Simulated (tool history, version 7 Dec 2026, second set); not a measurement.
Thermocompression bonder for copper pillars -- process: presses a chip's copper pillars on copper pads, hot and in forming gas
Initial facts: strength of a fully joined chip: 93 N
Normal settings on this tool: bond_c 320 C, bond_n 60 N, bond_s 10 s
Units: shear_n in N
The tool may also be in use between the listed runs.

run    hour  bond_c  bond_n  bond_s  shear_n
  1     0.0     320      60      10     49.7
  2    43.5     320      60      10     49.2
  3    76.2     320      60      10     49.2
  4   135.1     320      60      10     50.4
  5   178.5     320      60      20     59.5
  6   238.7     320      60      12     49.4
  7   289.1     293      60      12     39.9
  8   346.1     320      60      10     46.8
  9   392.4     320      60      10     46.1
      429.3  -- forming gas filter changed
 10   430.7     320      60      10     49.4
 11   483.8     320      44      10     42.3
 12   534.2     320      44      10     42.6
      549.2  -- heater calibrated with a thermocouple chip
 13   578.7     320      44      10     43.3
 14   622.3     320      44      10     43.9
 15   684.2     320      44      10     41.7
 16   737.8     320      44      10     41.7
 17   801.8     320      44      10     41.1
 18   866.0     302      44      10     34.0
 19   895.5     320      60      10     46.6
 20   947.2     310      80      17     57.3
 21  1011.6     302      84      19     57.6
 22  1075.8     331      60      27     61.7
     1089.8  -- forming gas filter changed
 23  1130.8     296      89      30     68.4
 24  1157.8     296      89      30     68.0
 25  1194.8     324      73       6     47.0
 26  1238.0     324      73       6     45.9
 27  1285.2     320      60       5     37.4
 28  1348.7     309      59      10     43.5
 29  1401.5     321      59      26     61.2
 30  1457.8     325      59      10     48.1
 31  1520.6     310      88      10     51.6
 32  1562.4     327      58       8     42.4
     1569.1  -- heater calibrated with a thermocouple chip
 33  1618.1     309      79      13     53.6
 34  1669.8     309      79      13     52.5
 35  1713.5     309      65      13     48.4
     1749.6  -- forming gas filter changed
 36  1760.6     309      52      10     43.9
 37  1800.1     309      52      10     43.1
 38  1839.6     320      38      23     52.1

4 ways to go on from here, each from the tool as it stands after run 38. What would each give?
  A  1866.5     340      57      15        ?
  B  1866.5     320      70      10        ?
  C  1866.5     320      38       6        ?
  D  1866.5     301      55      11        ?

run  shear_n
  A     61.0
  B     52.8
  C     31.3
  D     42.8
Had the tool no hidden state, the same runs would have come out as:
run  shear_n
  A     65.1
  B     56.9
  C     34.2
  D     46.5
